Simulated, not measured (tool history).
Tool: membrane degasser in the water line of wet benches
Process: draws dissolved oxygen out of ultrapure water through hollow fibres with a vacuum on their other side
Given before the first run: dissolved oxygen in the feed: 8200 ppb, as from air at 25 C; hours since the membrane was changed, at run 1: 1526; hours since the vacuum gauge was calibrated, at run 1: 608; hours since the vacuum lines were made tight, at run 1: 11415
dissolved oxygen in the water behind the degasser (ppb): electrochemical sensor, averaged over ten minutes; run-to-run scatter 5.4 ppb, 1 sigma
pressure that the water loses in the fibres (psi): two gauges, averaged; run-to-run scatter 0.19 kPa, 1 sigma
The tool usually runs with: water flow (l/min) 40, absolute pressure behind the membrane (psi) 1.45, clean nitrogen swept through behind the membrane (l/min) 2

| run | day | water flow (l/min) | absolute pressure behind the membrane (psi) | clean nitrogen swept through behind the membrane (l/min) | hours since the membrane was changed | hours since the vacuum gauge was calibrated | hours since the vacuum lines were made tight | dissolved oxygen in the water behind the degasser (ppb) | pressure that the water loses in the fibres (psi) |
|---|---|---|---|---|---|---|---|---|---|
| 1 | 0 | 40 | 1.45 | 2 | 1526 | 608 | 11415 | 545.3 | 5.643 |
| 2 | 1.729 | 40 | 1.45 | 2 | 1567 | 650 | 11457 | 543.3 | 5.664 |
| 3 | 3.142 | 40 | 1.45 | 2 | 1601 | 684 | 11491 | 543.2 | 5.652 |
| 4 | 4.067 | 40 | 1.45 | 2 | 1623 | 706 | 11513 | 538.2 | 5.636 |
| 5 | 5.558 | 40 | 1.45 | 2 | 1659 | 742 | 11549 | 553.9 | 5.684 |
| 6 | 6.783 | 39 | 2.18 | 1.4 | 1689 | 771 | 11578 | 901.8 | 5.509 |
| 7 | 8.517 | 40 | 2.34 | 5.24 | 1730 | 813 | 11620 | 487.7 | 5.658 |
| 8 | 10.108 | 51 | 0.9 | 5.24 | 1768 | 851 | 11658 | 419.4 | 7.216 |
| 9 | 11.162 | 40 | 1.04 | 2.34 | 1794 | 876 | 11683 | 411.4 | 5.639 |
| 10 | 12.95 | 40 | 1.04 | 5.99 | 1837 | 919 | 11726 | 330.1 | 5.643 |

What if the next run were any one of these 4? Each begins from the tool's condition after run 10:
| A | 14.858 | 39 | 1.04 | 0.91 | 1882 | 965 | 11772 | ? | ? |
| B | 14.858 | 62 | 1.45 | 5.8 | 1882 | 965 | 11772 | ? | ? |
| C | 14.858 | 27 | 2.18 | 4.84 | 1882 | 965 | 11772 | ? | ? |
| D | 14.858 | 28 | 1.22 | 1.19 | 1882 | 965 | 11772 | ? | ? |

| run | dissolved oxygen in the water behind the degasser (ppb) | pressure that the water loses in the fibres (psi) |
|---|---|---|
| A | 563 | 5.539 |
| B | 580 | 8.765 |
| C | 319.7 | 3.817 |
| D | 431.3 | 3.974 |
Without the tool's hidden state the same runs would have given:
| run | dissolved oxygen in the water behind the degasser (ppb) | pressure that the water loses in the fibres (psi) |
|---|---|---|
| A | 554.3 | 5.51 |
| B | 570.7 | 8.718 |
| C | 311.1 | 3.797 |
| D | 421.8 | 3.952 |
